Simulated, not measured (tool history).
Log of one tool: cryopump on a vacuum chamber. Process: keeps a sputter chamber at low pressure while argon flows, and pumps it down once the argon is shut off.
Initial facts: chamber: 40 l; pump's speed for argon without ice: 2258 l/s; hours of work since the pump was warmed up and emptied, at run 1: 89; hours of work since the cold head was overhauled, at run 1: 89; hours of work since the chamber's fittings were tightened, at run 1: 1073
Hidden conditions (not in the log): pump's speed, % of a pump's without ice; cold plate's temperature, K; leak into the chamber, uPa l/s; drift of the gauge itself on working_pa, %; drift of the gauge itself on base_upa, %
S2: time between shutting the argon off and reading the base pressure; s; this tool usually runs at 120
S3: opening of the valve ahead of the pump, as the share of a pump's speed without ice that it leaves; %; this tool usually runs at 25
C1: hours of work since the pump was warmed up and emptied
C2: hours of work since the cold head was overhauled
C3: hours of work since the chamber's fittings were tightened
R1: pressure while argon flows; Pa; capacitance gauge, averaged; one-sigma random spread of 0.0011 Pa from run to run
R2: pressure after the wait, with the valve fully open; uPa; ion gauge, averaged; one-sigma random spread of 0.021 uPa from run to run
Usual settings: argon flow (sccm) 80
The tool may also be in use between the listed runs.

{"run": 1, "day": 0.0, "argon flow (sccm)": 80, "S2": 120, "S3": 25, "C1": 89, "C2": 89, "C3": 1073, "R1": 0.2406, "R2": 0.59}
{"run": 2, "day": 0.508, "argon flow (sccm)": 80, "S2": 120, "S3": 25, "C1": 98, "C2": 98, "C3": 1081, "R1": 0.242, "R2": 0.6}
{"run": 3, "day": 1.479, "argon flow (sccm)": 80, "S2": 30, "S3": 25, "C1": 113, "C2": 113, "C3": 1097, "R1": 0.2427, "R2": 1.3}
{"run": 4, "day": 2.45, "argon flow (sccm)": 80, "S2": 30, "S3": 25, "C1": 129, "C2": 129, "C3": 1112, "R1": 0.2443, "R2": 1.28}
{"run": 5, "day": 2.958, "argon flow (sccm)": 80, "S2": 22, "S3": 25, "C1": 137, "C2": 137, "C3": 1120, "R1": 0.2432, "R2": 1.59}
{"run": 6, "day": 3.996, "argon flow (sccm)": 80, "S2": 22, "S3": 25, "C1": 153, "C2": 153, "C3": 1137, "R1": 0.2419, "R2": 1.58}
{"run": 7, "day": 4.608, "argon flow (sccm)": 80, "S2": 120, "S3": 25, "C1": 163, "C2": 163, "C3": 1147, "R1": 0.2423, "R2": 0.63}
{"run": 8, "day": 5.717, "argon flow (sccm)": 80, "S2": 120, "S3": 25, "C1": 181, "C2": 181, "C3": 1164, "R1": 0.243, "R2": 0.67}
{"run": 9, "day": 6.708, "argon flow (sccm)": 80, "S2": 120, "S3": 25, "C1": 197, "C2": 197, "C3": 1180, "R1": 0.2431, "R2": 0.63}
{"run": 10, "day": 7.217, "argon flow (sccm)": 41, "S2": 120, "S3": 25, "C1": 205, "C2": 205, "C3": 1188, "R1": 0.1249, "R2": 0.68}
{"run": 11, "day": 7.808, "argon flow (sccm)": 41, "S2": 120, "S3": 25, "C1": 214, "C2": 214, "C3": 1198, "R1": 0.1254, "R2": 0.65}
{"run": 12, "day": 8.562, "argon flow (sccm)": 41, "S2": 120, "S3": 25, "C1": 226, "C2": 226, "C3": 1210, "R1": 0.125, "R2": 0.66}
{"run": 13, "day": 9.371, "argon flow (sccm)": 58, "S2": 120, "S3": 25, "C1": 239, "C2": 239, "C3": 1223, "R1": 0.1759, "R2": 0.69}
{"run": 14, "day": 9.946, "argon flow (sccm)": 58, "S2": 120, "S3": 25, "C1": 248, "C2": 248, "C3": 1232, "R1": 0.1772, "R2": 0.68}
{"run": 15, "day": 11.042, "argon flow (sccm)": 58, "S2": 120, "S3": 25, "C1": 266, "C2": 266, "C3": 1249, "R1": 0.1794, "R2": 0.65}
{"run": 16, "day": 11.521, "argon flow (sccm)": 58, "S2": 120, "S3": 25, "C1": 273, "C2": 273, "C3": 1257, "R1": 0.178, "R2": 0.67}
{"run": 17, "day": 12.508, "argon flow (sccm)": 58, "S2": 120, "S3": 25, "C1": 289, "C2": 289, "C3": 1273, "R1": 0.1778, "R2": 0.71}
{"run": 18, "day": 13.108, "argon flow (sccm)": 79, "S2": 118, "S3": 28, "C1": 299, "C2": 299, "C3": 1282, "R1": 0.2196, "R2": 0.69}
{"run": 19, "day": 13.604, "argon flow (sccm)": 75, "S2": 29, "S3": 37, "C1": 307, "C2": 307, "C3": 1290, "R1": 0.1582, "R2": 1.41}
{"run": 20, "day": 14.683, "argon flow (sccm)": 45, "S2": 151, "S3": 37, "C1": 324, "C2": 324, "C3": 1308, "R1": 0.0953, "R2": 0.63}
{"run": 21, "day": 15.596, "argon flow (sccm)": 102, "S2": 120, "S3": 46, "C1": 339, "C2": 339, "C3": 1322, "R1": 0.1767, "R2": 0.75}
{"run": 22, "day": 16.133, "argon flow (sccm)": 108, "S2": 94, "S3": 25, "C1": 347, "C2": 347, "C3": 1331, "R1": 0.3375, "R2": 0.78}
{"run": 23, "day": 16.75, "argon flow (sccm)": 108, "S2": 94, "S3": 25, "C1": 357, "C2": 357, "C3": 1341, "R1": 0.3356, "R2": 0.76}
{"run": 24, "day": 17.538, "argon flow (sccm)": 58, "S2": 46, "S3": 25, "C1": 370, "C2": 370, "C3": 1353, "R1": 0.1805, "R2": 1.06}
{"run": 25, "day": 18.429, "argon flow (sccm)": 58, "S2": 46, "S3": 25, "C1": 384, "C2": 384, "C3": 1367, "R1": 0.1811, "R2": 1.12}
{"run": 26, "day": 19.438, "argon flow (sccm)": 58, "S2": 220, "S3": 26, "C1": 400, "C2": 400, "C3": 1384, "R1": 0.1745, "R2": 0.63}
{"run": 27, "day": 20.496, "argon flow (sccm)": 52, "S2": 25, "S3": 29, "C1": 417, "C2": 417, "C3": 1400, "R1": 0.1417, "R2": 1.64}
{"run": 28, "day": 21.425, "argon flow (sccm)": 52, "S2": 25, "S3": 29, "C1": 432, "C2": 432, "C3": 1415, "R1": 0.141, "R2": 1.57}
{"run": 29, "day": 22.108, "argon flow (sccm)": 40, "S2": 88, "S3": 27, "C1": 442, "C2": 442, "C3": 1426, "R1": 0.1164, "R2": 0.83}
{"run": 30, "day": 22.988, "argon flow (sccm)": 40, "S2": 88, "S3": 27, "C1": 457, "C2": 457, "C3": 1440, "R1": 0.1167, "R2": 0.84}
{"run": 31, "day": 23.992, "argon flow (sccm)": 40, "S2": 88, "S3": 24, "C1": 473, "C2": 473, "C3": 1456, "R1": 0.1303, "R2": 0.85}
{"run": 32, "day": 24.958, "argon flow (sccm)": 40, "S2": 88, "S3": 24, "C1": 488, "C2": 488, "C3": 1472, "R1": 0.1304, "R2": 0.84}
{"run": 33, "day": 25.517, "argon flow (sccm)": 46, "S2": 43, "S3": 25, "C1": 497, "C2": 497, "C3": 1481, "R1": 0.1448, "R2": 1.2}

Table of differences, measured result less the result of that run with no hidden state. Run-to-run variation is the same in both. Gauge scatter possibly is not:
run=1 R1=+0.0020 R2=+0.26
run=2 R1=+0.0021 R2=+0.27
run=3 R1=+0.0025 R2=+0.27
run=4 R1=+0.0029 R2=+0.28
run=5 R1=+0.0031 R2=+0.29
run=6 R1=+0.0034 R2=+0.29
run=7 R1=+0.0037 R2=+0.29
run=8 R1=+0.0041 R2=+0.30
run=9 R1=+0.0045 R2=+0.30
run=10 R1=+0.0024 R2=+0.31
run=11 R1=+0.0026 R2=+0.31
run=12 R1=+0.0027 R2=+0.32
run=13 R1=+0.0040 R2=+0.32
run=14 R1=+0.0041 R2=+0.33
run=15 R1=+0.0045 R2=+0.33
run=16 R1=+0.0047 R2=+0.33
run=17 R1=+0.0049 R2=+0.35
run=18 R1=+0.0070 R2=+0.34
run=19 R1=+0.0069 R2=+0.35
run=20 R1=+0.0044 R2=+0.35
run=21 R1=+0.0105 R2=+0.36
run=22 R1=+0.0115 R2=+0.38
run=23 R1=+0.0119 R2=+0.37
run=24 R1=+0.0066 R2=+0.38
run=25 R1=+0.0069 R2=+0.40
run=26 R1=+0.0072 R2=+0.39
run=27 R1=+0.0068 R2=+0.42
run=28 R1=+0.0071 R2=+0.41
run=29 R1=+0.0056 R2=+0.42
run=30 R1=+0.0058 R2=+0.43
run=31 R1=+0.0060 R2=+0.43
run=32 R1=+0.0062 R2=+0.44
run=33 R1=+0.0075 R2=+0.44

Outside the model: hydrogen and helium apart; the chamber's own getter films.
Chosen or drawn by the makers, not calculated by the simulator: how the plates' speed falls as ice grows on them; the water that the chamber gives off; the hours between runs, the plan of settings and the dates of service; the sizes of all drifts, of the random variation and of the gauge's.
